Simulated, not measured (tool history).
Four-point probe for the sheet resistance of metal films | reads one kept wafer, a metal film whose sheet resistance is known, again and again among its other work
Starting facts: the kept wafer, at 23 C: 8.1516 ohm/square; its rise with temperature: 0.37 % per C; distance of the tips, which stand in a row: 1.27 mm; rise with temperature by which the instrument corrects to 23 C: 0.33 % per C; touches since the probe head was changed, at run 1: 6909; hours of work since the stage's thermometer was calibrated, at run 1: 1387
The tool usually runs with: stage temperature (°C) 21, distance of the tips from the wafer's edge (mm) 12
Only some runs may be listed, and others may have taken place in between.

run    day  stage temperature (°C)  distance of the tips from the wafer's edge (mm)  touches since the probe head was changed  hours of work since the stage's thermometer was calibrated  sheet resistance as the instrument gives it (ohm/square)
  1      0                      21                                               12                                      6909                                                        1387                                                  8.141356
  2  0.471                      21                                               12                                      7116                                                        1393                                                  8.145127
  3  0.988                      21                                               56                                      7343                                                        1399                                                  8.099651
  4  1.908                      21                                               56                                      7749                                                        1410                                                  8.094797
  5  2.462                      21                                               56                                      7992                                                        1416                                                  8.096274
  6  3.188                      21                                               12                                      8312                                                        1425                                                  8.141745
  7  3.825                      28                                               12                                      8593                                                        1433                                                  8.169753
     3.892  -- stage's thermometer calibrated
  8  4.329                      28                                               12                                      8804                                                           5                                                  8.166668
  9  5.046                      24                                                7                                      9120                                                          14                                                   8.24167
 10  5.946                      21                                               44                                      9516                                                          24                                                  8.092308
 11  6.862                      21                                               67                                      9920                                                          35                                                  8.089945
 12  7.496                      21                                               67                                     10198                                                          43                                                  8.090194

Each row is a separate what-if for the run after 12, all from the same tool condition, not one after another. Results?
  A  8.292                      23                                               31                                     10548                                                          52                                                         ?
  B  8.292                      30                                               67                                     10548                                                          52                                                         ?
  C  8.292                      28                                                9                                     10548                                                          52                                                         ?
  D  8.292                      28                                                4                                     10548                                                          52                                                         ?
  E  8.292                      23                                               42                                     10548                                                          52                                                         ?

run  sheet resistance as the instrument gives it (ohm/square)
  A                                                  8.101426
  B                                                  8.130118
  C                                                  8.203616
  D                                                  8.533319
  E                                                  8.099509
Without the tool's unlogged condition, the same runs would have read:
run  sheet resistance as the instrument gives it (ohm/square)
  A                                                  8.156673
  B                                                  8.185105
  C                                                  8.259199
  D                                                  8.591003
  E                                                  8.154744

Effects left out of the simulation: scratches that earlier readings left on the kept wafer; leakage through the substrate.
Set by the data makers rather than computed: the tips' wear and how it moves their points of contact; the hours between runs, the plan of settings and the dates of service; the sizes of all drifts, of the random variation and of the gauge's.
